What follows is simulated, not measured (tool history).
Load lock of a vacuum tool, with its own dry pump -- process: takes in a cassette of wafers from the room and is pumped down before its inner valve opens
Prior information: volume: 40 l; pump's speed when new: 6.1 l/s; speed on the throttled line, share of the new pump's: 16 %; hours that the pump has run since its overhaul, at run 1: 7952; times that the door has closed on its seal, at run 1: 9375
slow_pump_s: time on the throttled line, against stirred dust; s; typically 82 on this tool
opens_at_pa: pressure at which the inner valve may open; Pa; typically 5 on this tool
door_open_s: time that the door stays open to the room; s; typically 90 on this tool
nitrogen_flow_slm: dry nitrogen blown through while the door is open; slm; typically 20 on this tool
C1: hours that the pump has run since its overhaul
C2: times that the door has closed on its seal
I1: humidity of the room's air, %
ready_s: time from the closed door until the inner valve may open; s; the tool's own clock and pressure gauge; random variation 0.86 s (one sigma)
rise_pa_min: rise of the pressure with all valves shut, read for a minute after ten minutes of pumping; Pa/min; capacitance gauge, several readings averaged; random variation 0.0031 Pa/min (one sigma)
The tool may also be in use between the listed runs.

{"run": 1, "hour": 0.0, "slow_pump_s": 82, "opens_at_pa": 5, "door_open_s": 90, "nitrogen_flow_slm": 20, "C1": 7952, "C2": 9375, "I1": 46.9, "ready_s": 139.2, "rise_pa_min": 0.083}
{"run": 2, "hour": 217.1, "slow_pump_s": 82, "opens_at_pa": 5, "door_open_s": 90, "nitrogen_flow_slm": 20, "C1": 8169, "C2": 9672, "I1": 47.8, "ready_s": 138.4, "rise_pa_min": 0.086}
{"run": 3, "hour": 388.0, "slow_pump_s": 82, "opens_at_pa": 5, "door_open_s": 90, "nitrogen_flow_slm": 13, "C1": 8340, "C2": 9905, "I1": 46.8, "ready_s": 139.6, "rise_pa_min": 0.093}
{"run": 4, "hour": 654.9, "slow_pump_s": 82, "opens_at_pa": 5, "door_open_s": 90, "nitrogen_flow_slm": 13, "C1": 8607, "C2": 10270, "I1": 44.4, "ready_s": 138.7, "rise_pa_min": 0.09}
{"run": 5, "hour": 774.7, "slow_pump_s": 82, "opens_at_pa": 5, "door_open_s": 90, "nitrogen_flow_slm": 13, "C1": 8726, "C2": 10434, "I1": 48.9, "ready_s": 139.3, "rise_pa_min": 0.097}
{"run": 6, "hour": 968.6, "slow_pump_s": 82, "opens_at_pa": 5, "door_open_s": 90, "nitrogen_flow_slm": 13, "C1": 8920, "C2": 10699, "I1": 46.8, "ready_s": 140.7, "rise_pa_min": 0.095}
{"run": 7, "hour": 1201.6, "slow_pump_s": 91, "opens_at_pa": 5, "door_open_s": 90, "nitrogen_flow_slm": 20, "C1": 9153, "C2": 11017, "I1": 46.8, "ready_s": 146.7, "rise_pa_min": 0.081}
{"run": 8, "hour": 1457.0, "slow_pump_s": 82, "opens_at_pa": 5, "door_open_s": 90, "nitrogen_flow_slm": 20, "C1": 9409, "C2": 11366, "I1": 45.6, "ready_s": 139.7, "rise_pa_min": 0.088}
{"run": 9, "hour": 1710.5, "slow_pump_s": 82, "opens_at_pa": 5, "door_open_s": 90, "nitrogen_flow_slm": 20, "C1": 9662, "C2": 11712, "I1": 43.3, "ready_s": 142.6, "rise_pa_min": 0.083}
{"run": 10, "hour": 1933.0, "slow_pump_s": 82, "opens_at_pa": 5, "door_open_s": 90, "nitrogen_flow_slm": 20, "C1": 9885, "C2": 12016, "I1": 44.1, "ready_s": 140.6, "rise_pa_min": 0.092}
{"run": 11, "hour": 2047.8, "slow_pump_s": 82, "opens_at_pa": 5, "door_open_s": 90, "nitrogen_flow_slm": 20, "C1": 9999, "C2": 12173, "I1": 44.2, "ready_s": 139.6, "rise_pa_min": 0.091}
{"run": 12, "hour": 2268.5, "slow_pump_s": 82, "opens_at_pa": 5, "door_open_s": 90, "nitrogen_flow_slm": 20, "C1": 10220, "C2": 12475, "I1": 46.1, "ready_s": 141.6, "rise_pa_min": 0.095}
{"run": 13, "hour": 2505.7, "slow_pump_s": 141, "opens_at_pa": 5, "door_open_s": 90, "nitrogen_flow_slm": 20, "C1": 10457, "C2": 12799, "I1": 45.6, "ready_s": 189.6, "rise_pa_min": 0.092}
{"run": 14, "hour": 2730.2, "slow_pump_s": 141, "opens_at_pa": 5, "door_open_s": 90, "nitrogen_flow_slm": 20, "C1": 10682, "C2": 13106, "I1": 45.5, "ready_s": 191.5, "rise_pa_min": 0.092}
{"run": 15, "hour": 2960.3, "slow_pump_s": 141, "opens_at_pa": 5, "door_open_s": 90, "nitrogen_flow_slm": 27, "C1": 10912, "C2": 13420, "I1": 44, "ready_s": 189.7, "rise_pa_min": 0.086}
{"run": 16, "hour": 3114.0, "slow_pump_s": 48, "opens_at_pa": 6, "door_open_s": 65, "nitrogen_flow_slm": 25, "C1": 11066, "C2": 13630, "I1": 47.5, "ready_s": 111.6, "rise_pa_min": 0.082}
{"run": 17, "hour": 3277.5, "slow_pump_s": 152, "opens_at_pa": 6, "door_open_s": 49, "nitrogen_flow_slm": 15, "C1": 11229, "C2": 13854, "I1": 44.1, "ready_s": 195.9, "rise_pa_min": 0.087}
{"run": 18, "hour": 3416.0, "slow_pump_s": 152, "opens_at_pa": 6, "door_open_s": 49, "nitrogen_flow_slm": 15, "C1": 11368, "C2": 14043, "I1": 44.5, "ready_s": 198.3, "rise_pa_min": 0.079}
{"run": 19, "hour": 3610.4, "slow_pump_s": 152, "opens_at_pa": 10, "door_open_s": 80, "nitrogen_flow_slm": 15, "C1": 11562, "C2": 14309, "I1": 43.8, "ready_s": 191.5, "rise_pa_min": 0.102}
{"run": 20, "hour": 3878.9, "slow_pump_s": 125, "opens_at_pa": 6, "door_open_s": 125, "nitrogen_flow_slm": 17, "C1": 11831, "C2": 14675, "I1": 42.4, "ready_s": 176.3, "rise_pa_min": 0.103}
{"run": 21, "hour": 4134.1, "slow_pump_s": 52, "opens_at_pa": 6, "door_open_s": 125, "nitrogen_flow_slm": 17, "C1": 12086, "C2": 15024, "I1": 46.3, "ready_s": 116.5, "rise_pa_min": 0.112}
{"run": 22, "hour": 4252.1, "slow_pump_s": 52, "opens_at_pa": 6, "door_open_s": 34, "nitrogen_flow_slm": 17, "C1": 12204, "C2": 15185, "I1": 47.1, "ready_s": 114, "rise_pa_min": 0.091}

Forecast each of these 4 alternatives for the next run:
{"run": "A", "hour": 4464.1, "slow_pump_s": 88, "opens_at_pa": 6, "door_open_s": 28, "nitrogen_flow_slm": 17, "C1": 12416, "C2": 15475, "I1": 46.5, "ready_s": "?", "rise_pa_min": "?"}
{"run": "B", "hour": 4464.1, "slow_pump_s": 100, "opens_at_pa": 5, "door_open_s": 34, "nitrogen_flow_slm": 20, "C1": 12416, "C2": 15475, "I1": 43.9, "ready_s": "?", "rise_pa_min": "?"}
{"run": "C", "hour": 4464.1, "slow_pump_s": 52, "opens_at_pa": 6, "door_open_s": 91, "nitrogen_flow_slm": 30, "C1": 12416, "C2": 15475, "I1": 45.6, "ready_s": "?", "rise_pa_min": "?"}
{"run": "D", "hour": 4464.1, "slow_pump_s": 52, "opens_at_pa": 6, "door_open_s": 34, "nitrogen_flow_slm": 5, "C1": 12416, "C2": 15475, "I1": 41.8, "ready_s": "?", "rise_pa_min": "?"}

run=A ready_s=145.8 rise_pa_min=0.075
run=B ready_s=156.4 rise_pa_min=0.079
run=C ready_s=116.2 rise_pa_min=0.095
run=D ready_s=115.5 rise_pa_min=0.085
Without the tool's unlogged condition, the same runs would have read:
run=A ready_s=139 rise_pa_min=0.033
run=B ready_s=149.8 rise_pa_min=0.036
run=C ready_s=108.8 rise_pa_min=0.053
run=D ready_s=108 rise_pa_min=0.043

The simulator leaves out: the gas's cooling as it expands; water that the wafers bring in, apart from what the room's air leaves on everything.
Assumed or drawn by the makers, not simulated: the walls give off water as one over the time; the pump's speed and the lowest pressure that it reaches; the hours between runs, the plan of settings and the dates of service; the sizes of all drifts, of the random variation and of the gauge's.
